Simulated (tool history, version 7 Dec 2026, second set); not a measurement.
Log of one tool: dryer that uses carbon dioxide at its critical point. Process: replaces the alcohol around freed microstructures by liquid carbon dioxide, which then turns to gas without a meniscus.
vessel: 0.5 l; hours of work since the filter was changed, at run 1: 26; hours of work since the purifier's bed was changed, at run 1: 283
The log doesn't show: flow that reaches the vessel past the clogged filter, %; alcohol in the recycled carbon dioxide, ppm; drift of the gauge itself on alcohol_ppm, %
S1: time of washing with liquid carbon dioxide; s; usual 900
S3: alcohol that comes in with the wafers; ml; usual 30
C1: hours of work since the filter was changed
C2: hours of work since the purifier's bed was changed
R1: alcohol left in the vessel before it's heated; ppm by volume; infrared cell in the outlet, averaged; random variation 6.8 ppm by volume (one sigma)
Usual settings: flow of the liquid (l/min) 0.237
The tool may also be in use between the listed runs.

{"run": 1, "hour": 0.0, "S1": 900, "flow of the liquid (l/min)": 0.237, "S3": 30, "C1": 26, "C2": 283, "R1": 425}
{"run": 2, "hour": 29.9, "S1": 900, "flow of the liquid (l/min)": 0.237, "S3": 30, "C1": 41, "C2": 298, "R1": 432}
{"run": 3, "hour": 57.2, "S1": 900, "flow of the liquid (l/min)": 0.237, "S3": 30, "C1": 55, "C2": 312, "R1": 444}
{"run": 4, "hour": 80.1, "S1": 900, "flow of the liquid (l/min)": 0.237, "S3": 30, "C1": 67, "C2": 324, "R1": 459}
{"run": 5, "hour": 115.0, "S1": 540, "flow of the liquid (l/min)": 0.237, "S3": 30, "C1": 85, "C2": 342, "R1": 2814}
{"run": 6, "hour": 152.6, "S1": 900, "flow of the liquid (l/min)": 0.232, "S3": 30, "C1": 104, "C2": 361, "R1": 517}
{"run": 7, "hour": 185.7, "S1": 900, "flow of the liquid (l/min)": 0.256, "S3": 30, "C1": 121, "C2": 378, "R1": 372}
{"run": 8, "hour": 217.7, "S1": 900, "flow of the liquid (l/min)": 0.256, "S3": 30, "C1": 138, "C2": 395, "R1": 379}
{"run": 9, "hour": 252.8, "S1": 900, "flow of the liquid (l/min)": 0.165, "S3": 30, "C1": 156, "C2": 413, "R1": 1858}
{"run": 10, "hour": 286.1, "S1": 900, "flow of the liquid (l/min)": 0.237, "S3": 37, "C1": 173, "C2": 430, "R1": 623}
{"run": 11, "hour": 307.1, "S1": 900, "flow of the liquid (l/min)": 0.237, "S3": 37, "C1": 184, "C2": 440, "R1": 623}
{"run": 12, "hour": 341.9, "S1": 900, "flow of the liquid (l/min)": 0.237, "S3": 37, "C1": 202, "C2": 458, "R1": 635}
{"run": 13, "hour": 374.8, "S1": 780, "flow of the liquid (l/min)": 0.237, "S3": 37, "C1": 219, "C2": 475, "R1": 1112}
{"run": 14, "hour": 401.4, "S1": 900, "flow of the liquid (l/min)": 0.237, "S3": 42, "C1": 232, "C2": 489, "R1": 732}
{"run": 15, "hour": 416.8, "S1": 900, "flow of the liquid (l/min)": 0.237, "S3": 42, "C1": 240, "C2": 497, "R1": 704}
{"run": 16, "hour": 438.5, "S1": 1080, "flow of the liquid (l/min)": 0.237, "S3": 30, "C1": 251, "C2": 508, "R1": 330}
{"run": 17, "hour": 471.4, "S1": 1080, "flow of the liquid (l/min)": 0.237, "S3": 30, "C1": 268, "C2": 525, "R1": 346}
{"run": 18, "hour": 507.5, "S1": 900, "flow of the liquid (l/min)": 0.303, "S3": 30, "C1": 287, "C2": 543, "R1": 303}
{"run": 19, "hour": 536.8, "S1": 900, "flow of the liquid (l/min)": 0.303, "S3": 30, "C1": 302, "C2": 558, "R1": 307}
{"run": 20, "hour": 560.7, "S1": 900, "flow of the liquid (l/min)": 0.237, "S3": 68, "C1": 314, "C2": 571, "R1": 1183}
{"run": 21, "hour": 581.4, "S1": 900, "flow of the liquid (l/min)": 0.237, "S3": 30, "C1": 325, "C2": 581, "R1": 625}
{"run": 22, "hour": 600.0, "S1": 900, "flow of the liquid (l/min)": 0.237, "S3": 30, "C1": 334, "C2": 591, "R1": 640}
{"run": 23, "hour": 634.7, "S1": 900, "flow of the liquid (l/min)": 0.237, "S3": 30, "C1": 352, "C2": 609, "R1": 657}
{"run": 24, "hour": 666.0, "S1": 900, "flow of the liquid (l/min)": 0.237, "S3": 30, "C1": 368, "C2": 625, "R1": 673}
{"run": 25, "hour": 682.2, "S1": 900, "flow of the liquid (l/min)": 0.237, "S3": 104, "C1": 376, "C2": 633, "R1": 1783}
{"run": 26, "hour": 719.3, "S1": 1140, "flow of the liquid (l/min)": 0.401, "S3": 33, "C1": 395, "C2": 652, "R1": 260}
{"run": 27, "hour": 743.5, "S1": 1200, "flow of the liquid (l/min)": 0.324, "S3": 27, "C1": 408, "C2": 665, "R1": 265}
{"run": 28, "hour": 779.0, "S1": 1200, "flow of the liquid (l/min)": 0.237, "S3": 30, "C1": 426, "C2": 683, "R1": 366}
{"run": 29, "hour": 800.2, "S1": 1200, "flow of the liquid (l/min)": 0.237, "S3": 30, "C1": 437, "C2": 694, "R1": 346}
{"hour": 830.9, "done": "purifier's bed changed"}
{"run": 30, "hour": 833.5, "S1": 900, "flow of the liquid (l/min)": 0.291, "S3": 83, "C1": 453, "C2": 1, "R1": 426}
{"run": 31, "hour": 858.4, "S1": 600, "flow of the liquid (l/min)": 0.16, "S3": 54, "C1": 465, "C2": 14, "R1": 12585}
{"run": 32, "hour": 890.2, "S1": 600, "flow of the liquid (l/min)": 0.16, "S3": 54, "C1": 482, "C2": 30, "R1": 12479}
{"hour": 904.0, "done": "inlet filter changed"}
{"run": 33, "hour": 914.6, "S1": 600, "flow of the liquid (l/min)": 0.16, "S3": 54, "C1": 5, "C2": 43, "R1": 10292}
{"run": 34, "hour": 934.4, "S1": 600, "flow of the liquid (l/min)": 0.221, "S3": 43, "C1": 16, "C2": 53, "R1": 3330}
{"run": 35, "hour": 960.5, "S1": 660, "flow of the liquid (l/min)": 0.187, "S3": 75, "C1": 29, "C2": 66, "R1": 7357}
{"run": 36, "hour": 991.3, "S1": 540, "flow of the liquid (l/min)": 0.257, "S3": 75, "C1": 45, "C2": 82, "R1": 5047}
{"run": 37, "hour": 1019.9, "S1": 540, "flow of the liquid (l/min)": 0.257, "S3": 75, "C1": 60, "C2": 97, "R1": 5057}
{"run": 38, "hour": 1036.0, "S1": 720, "flow of the liquid (l/min)": 0.237, "S3": 30, "C1": 68, "C2": 105, "R1": 981}
{"run": 39, "hour": 1069.6, "S1": 1440, "flow of the liquid (l/min)": 0.237, "S3": 30, "C1": 85, "C2": 122, "R1": 72}
{"run": 40, "hour": 1092.9, "S1": 1440, "flow of the liquid (l/min)": 0.237, "S3": 30, "C1": 97, "C2": 134, "R1": 76}
{"run": 41, "hour": 1129.2, "S1": 1440, "flow of the liquid (l/min)": 0.143, "S3": 30, "C1": 116, "C2": 153, "R1": 479}
{"run": 42, "hour": 1149.5, "S1": 720, "flow of the liquid (l/min)": 0.237, "S3": 30, "C1": 126, "C2": 163, "R1": 1064}
{"run": 43, "hour": 1176.4, "S1": 720, "flow of the liquid (l/min)": 0.143, "S3": 30, "C1": 140, "C2": 177, "R1": 5267}
{"run": 44, "hour": 1198.7, "S1": 720, "flow of the liquid (l/min)": 0.143, "S3": 30, "C1": 151, "C2": 188, "R1": 5230}
{"run": 45, "hour": 1234.8, "S1": 1080, "flow of the liquid (l/min)": 0.143, "S3": 35, "C1": 170, "C2": 207, "R1": 1890}
{"run": 46, "hour": 1267.4, "S1": 780, "flow of the liquid (l/min)": 0.158, "S3": 30, "C1": 187, "C2": 224, "R1": 3423}
{"run": 47, "hour": 1298.3, "S1": 780, "flow of the liquid (l/min)": 0.158, "S3": 30, "C1": 203, "C2": 240, "R1": 3334}

Hidden state at the last listed run before each entry between runs and at the first one after, where it differs:
Between runs 29 and 30: purifier's bed changed (hour 830.9)
  flow that reaches the vessel past the clogged filter, %: 92 -> 91.7; alcohol in the recycled carbon dioxide, ppm: 263.3 -> 6.8
  measured less the result without the state, R1: +292 -> +176 ppm by volume
Between runs 32 and 33: inlet filter changed (hour 904.0)
  flow that reaches the vessel past the clogged filter, %: 91.2 -> 99.5; alcohol in the recycled carbon dioxide, ppm: 17.6 -> 22.3
  measured less the result without the state, R1: +2352 -> +132 ppm by volume
